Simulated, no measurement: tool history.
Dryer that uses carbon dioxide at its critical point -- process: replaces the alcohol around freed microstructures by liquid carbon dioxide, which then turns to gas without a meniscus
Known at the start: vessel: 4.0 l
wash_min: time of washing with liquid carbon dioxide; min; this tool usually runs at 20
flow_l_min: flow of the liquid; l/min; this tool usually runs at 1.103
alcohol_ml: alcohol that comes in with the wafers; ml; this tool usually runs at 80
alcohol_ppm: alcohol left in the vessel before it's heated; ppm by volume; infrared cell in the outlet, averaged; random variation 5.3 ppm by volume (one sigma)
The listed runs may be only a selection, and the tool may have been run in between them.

run	hour	wash_min	flow_l_min	alcohol_ml	alcohol_ppm
1	0.0	20	1.103	80	320
2	32.5	20	1.103	80	343
3	79.4	20	1.103	87	376
4	121.5	20	1.103	87	401
5	141.5	20	1.103	80	378
6	161.3	20	1.140	90	371
# hour 187.8: inlet filter changed
7	195.1	21	1.740	80	156
8	237.3	20	1.103	51	224
9	261.9	20	1.103	61	247
10	301.8	20	0.730	65	751

Here are 3 independent what-if runs from the current tool condition. What would each one return?
A	349.2	21	1.300	65	?
B	349.2	13	1.103	53	?
C	349.2	25	0.730	65	?

run	alcohol_ppm
A	209
B	651
C	430
Without the tool's unlogged condition, the same runs would have read:
run	alcohol_ppm
A	35
B	444
C	239
